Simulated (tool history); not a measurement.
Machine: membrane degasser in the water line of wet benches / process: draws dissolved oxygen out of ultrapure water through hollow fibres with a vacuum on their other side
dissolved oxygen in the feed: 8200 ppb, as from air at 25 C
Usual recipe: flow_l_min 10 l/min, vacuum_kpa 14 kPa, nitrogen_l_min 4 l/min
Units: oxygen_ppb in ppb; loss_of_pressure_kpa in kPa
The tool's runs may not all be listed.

Run 1, day 0: usual settings. Result: oxygen_ppb 230.5 ppb, loss_of_pressure_kpa 50.18 kPa.
Run 2, day 1.646: usual settings. Result: oxygen_ppb 227.9 ppb, loss_of_pressure_kpa 49.85 kPa.
Run 3, day 3.646: usual settings but vacuum_kpa 11.4 kPa. Result: oxygen_ppb 208.5 ppb, loss_of_pressure_kpa 49.79 kPa.
At day 4.8: seals of the vacuum lines changed.
Run 4, day 5.379: usual settings but vacuum_kpa 11.4 kPa. Result: oxygen_ppb 212 ppb, loss_of_pressure_kpa 50.23 kPa.
Run 5, day 7.7: usual settings but nitrogen_l_min 1.64 l/min. Result: oxygen_ppb 310.2 ppb, loss_of_pressure_kpa 50.19 kPa.
Run 6, day 9.721: usual settings. Result: oxygen_ppb 228.4 ppb, loss_of_pressure_kpa 50.03 kPa.
Run 7, day 11.704: usual settings. Result: oxygen_ppb 221.7 ppb, loss_of_pressure_kpa 49.84 kPa.
Run 8, day 13.25: usual settings. Result: oxygen_ppb 226.9 ppb, loss_of_pressure_kpa 50.07 kPa.
Run 9, day 14.779: usual settings. Result: oxygen_ppb 226.2 ppb, loss_of_pressure_kpa 50.09 kPa.
Run 10, day 16.008: usual settings. Result: oxygen_ppb 227.1 ppb, loss_of_pressure_kpa 50.22 kPa.
Run 11, day 17.754: usual settings. Result: oxygen_ppb 226.8 ppb, loss_of_pressure_kpa 50.14 kPa.
Run 12, day 18.971: usual settings. Result: oxygen_ppb 228.6 ppb, loss_of_pressure_kpa 50.09 kPa.
Run 13, day 20.346: usual settings. Result: oxygen_ppb 229.6 ppb, loss_of_pressure_kpa 50.19 kPa.
Run 14, day 22.342: usual settings. Result: oxygen_ppb 225.6 ppb, loss_of_pressure_kpa 49.95 kPa.
Run 15, day 23.379: usual settings. Result: oxygen_ppb 226.6 ppb, loss_of_pressure_kpa 50.05 kPa.
Run 16, day 25.004: usual settings. Result: oxygen_ppb 228.8 ppb, loss_of_pressure_kpa 50 kPa.
Run 17, day 26.983: usual settings. Result: oxygen_ppb 227.2 ppb, loss_of_pressure_kpa 50.11 kPa.
Run 18, day 29.275: usual settings but vacuum_kpa 11.5 kPa, nitrogen_l_min 2.64 l/min. Result: oxygen_ppb 231.6 ppb, loss_of_pressure_kpa 50.31 kPa.
Run 19, day 30.946: usual settings but vacuum_kpa 11.5 kPa, nitrogen_l_min 2.64 l/min. Result: oxygen_ppb 236.3 ppb, loss_of_pressure_kpa 50.06 kPa.
Run 20, day 32.454: usual settings but vacuum_kpa 11.5 kPa, nitrogen_l_min 2.64 l/min. Result: oxygen_ppb 240.8 ppb, loss_of_pressure_kpa 49.99 kPa.
Run 21, day 34.579: usual settings but vacuum_kpa 11.5 kPa, nitrogen_l_min 2.64 l/min. Result: oxygen_ppb 238.8 ppb, loss_of_pressure_kpa 50.34 kPa.
Run 22, day 36.825: usual settings but flow_l_min 12 l/min, vacuum_kpa 29.2 kPa, nitrogen_l_min 2.75 l/min. Result: oxygen_ppb 468.2 ppb, loss_of_pressure_kpa 60.19 kPa.
Run 23, day 39.025: usual settings but vacuum_kpa 17.2 kPa, nitrogen_l_min 1.77 l/min. Result: oxygen_ppb 353.6 ppb, loss_of_pressure_kpa 50.09 kPa.
Run 24, day 40.738: usual settings but vacuum_kpa 13.1 kPa, nitrogen_l_min 11.71 l/min. Result: oxygen_ppb 186.6 ppb, loss_of_pressure_kpa 50.25 kPa.
Run 25, day 42.9: usual settings but flow_l_min 6 l/min, vacuum_kpa 21.2 kPa, nitrogen_l_min 1.88 l/min. Result: oxygen_ppb 196.4 ppb, loss_of_pressure_kpa 29.91 kPa.
Run 26, day 44.346: usual settings but flow_l_min 11 l/min, vacuum_kpa 8.8 kPa, nitrogen_l_min 4.81 l/min. Result: oxygen_ppb 225.1 ppb, loss_of_pressure_kpa 55.29 kPa.
Run 27, day 46.175: usual settings but flow_l_min 11 l/min, vacuum_kpa 8.8 kPa, nitrogen_l_min 4.81 l/min. Result: oxygen_ppb 224.2 ppb, loss_of_pressure_kpa 55.3 kPa.
Run 28, day 48.479: usual settings but flow_l_min 11 l/min, vacuum_kpa 8.8 kPa, nitrogen_l_min 4.81 l/min. Result: oxygen_ppb 224.9 ppb, loss_of_pressure_kpa 55.04 kPa.
Run 29, day 50.604: usual settings but flow_l_min 16 l/min, vacuum_kpa 8.8 kPa, nitrogen_l_min 1.86 l/min. Result: oxygen_ppb 449.6 ppb, loss_of_pressure_kpa 80.21 kPa.
Run 30, day 51.55: usual settings but vacuum_kpa 10 kPa, nitrogen_l_min 1.86 l/min. Result: oxygen_ppb 251.5 ppb, loss_of_pressure_kpa 50.2 kPa.
Run 31, day 53.658: usual settings but vacuum_kpa 15.3 kPa, nitrogen_l_min 2.52 l/min. Result: oxygen_ppb 277.5 ppb, loss_of_pressure_kpa 50.33 kPa.
Run 32, day 55.354: usual settings but vacuum_kpa 10.6 kPa, nitrogen_l_min 2.52 l/min. Result: oxygen_ppb 235.3 ppb, loss_of_pressure_kpa 50.33 kPa.

What if the next run were any one of these 4? Each begins from the tool's condition after run 32:
Run A, day 56.525: usual settings but nitrogen_l_min 9.37 l/min. Result: oxygen_ppb ?, loss_of_pressure_kpa ?.
Run B, day 56.525: usual settings but flow_l_min 8 l/min, vacuum_kpa 10.6 kPa, nitrogen_l_min 2.52 l/min. Result: oxygen_ppb ?, loss_of_pressure_kpa ?.
Run C, day 56.525: usual settings but flow_l_min 11 l/min, vacuum_kpa 10.6 kPa, nitrogen_l_min 2.52 l/min. Result: oxygen_ppb ?, loss_of_pressure_kpa ?.
Run D, day 56.525: usual settings but flow_l_min 6 l/min, vacuum_kpa 9.9 kPa, nitrogen_l_min 8.55 l/min. Result: oxygen_ppb ?, loss_of_pressure_kpa ?.

run  oxygen_ppb  loss_of_pressure_kpa
  A       193.6                 50.38
  B       169.3                 40.16
  C       264.8                 55.15
  D        72.2                 30.27
What these runs would have given with no unlogged condition in the tool:
run  oxygen_ppb  loss_of_pressure_kpa
  A       188.5                 50.02
  B       164.5                 39.87
  C       258.2                 54.75
  D        69.7                 30.05

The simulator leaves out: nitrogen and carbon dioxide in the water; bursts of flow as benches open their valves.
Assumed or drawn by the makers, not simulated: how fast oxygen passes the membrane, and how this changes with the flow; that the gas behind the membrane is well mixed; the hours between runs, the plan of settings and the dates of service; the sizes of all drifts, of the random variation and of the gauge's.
